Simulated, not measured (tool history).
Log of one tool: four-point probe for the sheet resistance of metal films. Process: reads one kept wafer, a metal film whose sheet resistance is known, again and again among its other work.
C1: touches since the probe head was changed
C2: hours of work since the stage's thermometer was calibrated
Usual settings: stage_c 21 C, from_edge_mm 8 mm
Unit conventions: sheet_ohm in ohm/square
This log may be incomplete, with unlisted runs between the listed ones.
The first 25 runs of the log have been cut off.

{"run": 26, "hour": 581.1, "stage_c": 20, "from_edge_mm": 12, "C1": 1641, "C2": 453, "sheet_ohm": 0.06688}
{"run": 27, "hour": 600.4, "stage_c": 28, "from_edge_mm": 73, "C1": 2402, "C2": 465, "sheet_ohm": 0.066709}
{"run": 28, "hour": 613.8, "stage_c": 28, "from_edge_mm": 73, "C1": 2931, "C2": 473, "sheet_ohm": 0.066747}
{"run": 29, "hour": 638.2, "stage_c": 28, "from_edge_mm": 73, "C1": 3892, "C2": 487, "sheet_ohm": 0.066717}
{"run": 30, "hour": 652.9, "stage_c": 19, "from_edge_mm": 25, "C1": 4474, "C2": 496, "sheet_ohm": 0.066625}
{"run": 31, "hour": 671.3, "stage_c": 31, "from_edge_mm": 8, "C1": 5201, "C2": 507, "sheet_ohm": 0.067278}
{"run": 32, "hour": 697.9, "stage_c": 31, "from_edge_mm": 7, "C1": 6249, "C2": 523, "sheet_ohm": 0.067468}
{"run": 33, "hour": 722.9, "stage_c": 31, "from_edge_mm": 7, "C1": 7236, "C2": 538, "sheet_ohm": 0.067461}
{"run": 34, "hour": 741.6, "stage_c": 21, "from_edge_mm": 6, "C1": 7972, "C2": 549, "sheet_ohm": 0.067554}
{"run": 35, "hour": 772.6, "stage_c": 19, "from_edge_mm": 12, "C1": 9196, "C2": 568, "sheet_ohm": 0.06678}
{"run": 36, "hour": 802.0, "stage_c": 19, "from_edge_mm": 12, "C1": 10354, "C2": 585, "sheet_ohm": 0.066758}
{"run": 37, "hour": 831.8, "stage_c": 30, "from_edge_mm": 6, "C1": 11532, "C2": 603, "sheet_ohm": 0.067672}
{"run": 38, "hour": 855.4, "stage_c": 34, "from_edge_mm": 21, "C1": 12462, "C2": 617, "sheet_ohm": 0.066818}
{"run": 39, "hour": 881.3, "stage_c": 18, "from_edge_mm": 4, "C1": 13482, "C2": 633, "sheet_ohm": 0.068629}
{"run": 40, "hour": 901.8, "stage_c": 19, "from_edge_mm": 12, "C1": 14294, "C2": 645, "sheet_ohm": 0.066735}
{"run": 41, "hour": 919.7, "stage_c": 32, "from_edge_mm": 25, "C1": 14998, "C2": 656, "sheet_ohm": 0.066738}
{"run": 42, "hour": 945.3, "stage_c": 32, "from_edge_mm": 25, "C1": 16011, "C2": 671, "sheet_ohm": 0.066719}

Forecast run 43:
{"run": 43, "hour": 969.3, "stage_c": 19, "from_edge_mm": 73, "C1": 16955, "C2": 686, "sheet_ohm": "?"}

sheet_ohm: 0.06648 ohm/square
Minus the tool's unlogged condition, the same run would have read sheet_ohm 0.066355 ohm/square.
